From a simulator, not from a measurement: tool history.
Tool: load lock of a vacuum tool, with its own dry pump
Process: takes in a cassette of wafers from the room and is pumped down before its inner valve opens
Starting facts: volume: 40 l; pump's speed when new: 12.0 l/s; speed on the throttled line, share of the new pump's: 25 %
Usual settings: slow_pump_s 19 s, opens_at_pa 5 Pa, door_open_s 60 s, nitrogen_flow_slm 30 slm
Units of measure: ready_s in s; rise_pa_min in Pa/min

| run | hour | slow_pump_s | opens_at_pa | door_open_s | nitrogen_flow_slm | incoming humidity of the room's air, % | ready_s | rise_pa_min |
|---|---|---|---|---|---|---|---|---|
| 1 | 0.0 | 19 | 5 | 60 | 30 | 42.7 | 50.3 | 0.119 |
| 2 | 108.4 | 19 | 5 | 60 | 30 | 50.8 | 49.7 | 0.132 |
| 3 | 250.4 | 19 | 5 | 60 | 30 | 43.9 | 50.6 | 0.128 |
| 4 | 362.2 | 19 | 5 | 60 | 30 | 42.3 | 51.3 | 0.126 |
| 5 | 476.1 | 19 | 5 | 108 | 30 | 39.4 | 50.7 | 0.143 |
| 6 | 609.5 | 19 | 5 | 45 | 30 | 44.1 | 50.8 | 0.124 |
| 7 | 708.6 | 19 | 5 | 60 | 30 | 49.0 | 50.6 | 0.134 |
| 8 | 840.2 | 19 | 5 | 60 | 30 | 48.0 | 50.1 | 0.137 |
| 9 | 931.3 | 19 | 5 | 60 | 30 | 44.9 | 50.0 | 0.132 |
| 10 | 1036.5 | 19 | 5 | 60 | 30 | 43.5 | 50.1 | 0.141 |
| 11 | 1192.8 | 18 | 5 | 139 | 30 | 43.3 | 50.1 | 0.163 |
| 12 | 1320.1 | 18 | 5 | 139 | 20 | 46.1 | 50.1 | 0.184 |
| 13 | 1419.4 | 18 | 5 | 139 | 20 | 44.8 | 50.3 | 0.182 |
| 14 | 1565.2 | 11 | 7 | 47 | 6 | 46.5 | 44.1 | 0.162 |
| 15 | 1684.5 | 12 | 7 | 47 | 6 | 43.9 | 44.8 | 0.165 |
| 16 | 1791.1 | 12 | 7 | 47 | 6 | 49.0 | 44.4 | 0.177 |
| 17 | 1954.9 | 12 | 7 | 47 | 6 | 48.1 | 44.9 | 0.174 |
| 18 | 2138.8 | 12 | 7 | 47 | 6 | 47.4 | 45.2 | 0.181 |
| 19 | 2271.7 | 12 | 7 | 47 | 6 | 43.1 | 45.1 | 0.178 |

What if the next run were any one of these 5? Each begins from the tool's condition after run 19:
| A | 2378.1 | 19 | 8 | 60 | 23 | 43.1 | ? | ? |
| B | 2378.1 | 12 | 7 | 25 | 6 | 46.7 | ? | ? |
| C | 2378.1 | 17 | 7 | 30 | 6 | 47.1 | ? | ? |
| D | 2378.1 | 19 | 5 | 60 | 23 | 42.8 | ? | ? |
| E | 2378.1 | 10 | 5 | 60 | 31 | 48.7 | ? | ? |

| run | ready_s | rise_pa_min |
|---|---|---|
| A | 50.2 | 0.170 |
| B | 45.9 | 0.170 |
| C | 49.8 | 0.168 |
| D | 51.3 | 0.173 |
| E | 45.6 | 0.178 |
Had the tool no hidden state, the same runs would have come out as:
| run | ready_s | rise_pa_min |
|---|---|---|
| A | 46.3 | 0.039 |
| B | 41.8 | 0.038 |
| C | 45.7 | 0.038 |
| D | 47.2 | 0.042 |
| E | 41.2 | 0.047 |
